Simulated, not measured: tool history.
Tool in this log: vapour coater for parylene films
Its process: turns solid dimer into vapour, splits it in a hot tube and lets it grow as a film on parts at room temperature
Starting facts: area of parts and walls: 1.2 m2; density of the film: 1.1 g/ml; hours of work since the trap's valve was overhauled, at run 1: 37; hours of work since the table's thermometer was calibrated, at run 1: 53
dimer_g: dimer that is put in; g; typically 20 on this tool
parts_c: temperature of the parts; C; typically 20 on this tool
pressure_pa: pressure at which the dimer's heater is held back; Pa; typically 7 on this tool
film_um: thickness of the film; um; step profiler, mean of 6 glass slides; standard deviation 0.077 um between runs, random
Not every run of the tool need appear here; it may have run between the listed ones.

run   hour  dimer_g  parts_c  pressure_pa  hours of work since the trap's valve was overhauled  hours of work since the table's thermometer was calibrated  film_um
  1      0       20       20            7                                                   37                                                          53     9.11
  2   22.2       20       20         3.06                                                   46                                                          62    11.39
  3   44.1       20       20         3.06                                                   56                                                          72    11.29
  4     69       20       20         3.06                                                   66                                                          82    11.24
  5   85.7       20       20         3.06                                                   73                                                          89    11.31
  6  104.6       20       30         3.06                                                   81                                                          97     8.91
  7  124.7       20       20            7                                                   89                                                         105      9.1
  8  139.7       20       20            7                                                   95                                                         111     9.26
  9  172.1       20       20            7                                                  109                                                         125     8.96
 10  186.1       20       20            7                                                  115                                                         131     8.92
 11  219.3       20       20            7                                                  128                                                         144        9
 12  233.4       20       20            7                                                  134                                                         150     8.94
 13  251.8       20       20            7                                                  142                                                         158     9.07
 14  271.8       20       20            7                                                  150                                                         166     8.97
 15  303.2       20       20            7                                                  163                                                         179     8.86
 16  334.5       20       20            7                                                  176                                                         192     8.84
 17  357.6       20       21            7                                                  186                                                         202     8.74
 18  381.1       15       20            7                                                  196                                                         212     6.69
 19  404.4       21       20            7                                                  205                                                         221     9.35
 20  420.6       20       20            7                                                  212                                                         228     8.74
 21  454.1       20       20            7                                                  226                                                         242     8.87
 22  474.2       20       14         3.94                                                  234                                                         250    11.51
 23  507.4       20       14         3.94                                                  248                                                         264    11.62
 24  529.4       24       27         3.94                                                  257                                                         273    10.41
 25  554.5        9       32        10.05                                                  268                                                         284     2.73
 26    570       14       20         8.51                                                  274                                                         290     5.82
 27  589.5       20       21         4.25                                                  282                                                         298      9.7
 28  609.2       20       21         4.25                                                  291                                                         307     9.71
 29  627.2       15       21         2.62                                                  298                                                         314     8.08
 30  659.6       14       16         2.25                                                  312                                                         328     8.77
 31  673.1       14       14         2.25                                                  317                                                         333     9.06
 32  693.5       28       20            7                                                  326                                                         342    12.19
 33  725.1       19       24         3.26                                                  339                                                         355     9.02
 34  756.5       34       26         7.52                                                  352                                                         368    12.42
 35  774.5       17       15         5.02                                                  359                                                         375     8.71
 36  797.2       17       20         3.99                                                  369                                                         385     8.36
 37  822.2       19       21         7.72                                                  379                                                         395     7.76
 38  839.1        9       30            7                                                  386                                                         402     3.01
 39    864       20       30         2.54                                                  397                                                         413      8.7
 40  891.9       20       22         2.54                                                  408                                                         424    10.32
 41  907.2       29       20         7.28                                                  415                                                         431    12.23

Table of differences, measured result less the result of that run with no hidden state. Run-to-run variation is the same in both. Gauge scatter possibly is not:
Hidden conditions of the tool in this case: vapour lost through the trap's worn valve, %; true temperature of the parts over the reading, C; drift of the gauge itself on film_um, %.
run  film_um
  1    -0.08
  2    -0.13
  3    -0.16
  4    -0.18
  5     -0.2
  6    -0.17
  7     -0.2
  8    -0.22
  9    -0.24
 10    -0.26
 11    -0.29
 12     -0.3
 13    -0.32
 14    -0.34
 15    -0.37
 16     -0.4
 17    -0.42
 18    -0.34
 19     -0.5
 20    -0.49
 21    -0.52
 22    -0.71
 23    -0.76
 24    -0.71
 25    -0.19
 26    -0.42
 27    -0.72
 28    -0.74
 29    -0.65
 30    -0.72
 31    -0.77
 32    -1.07
 33    -0.81
 34    -1.18
 35    -0.85
 36    -0.84
 37     -0.8
 38    -0.32
 39    -0.95
 40    -1.15
 41     -1.4
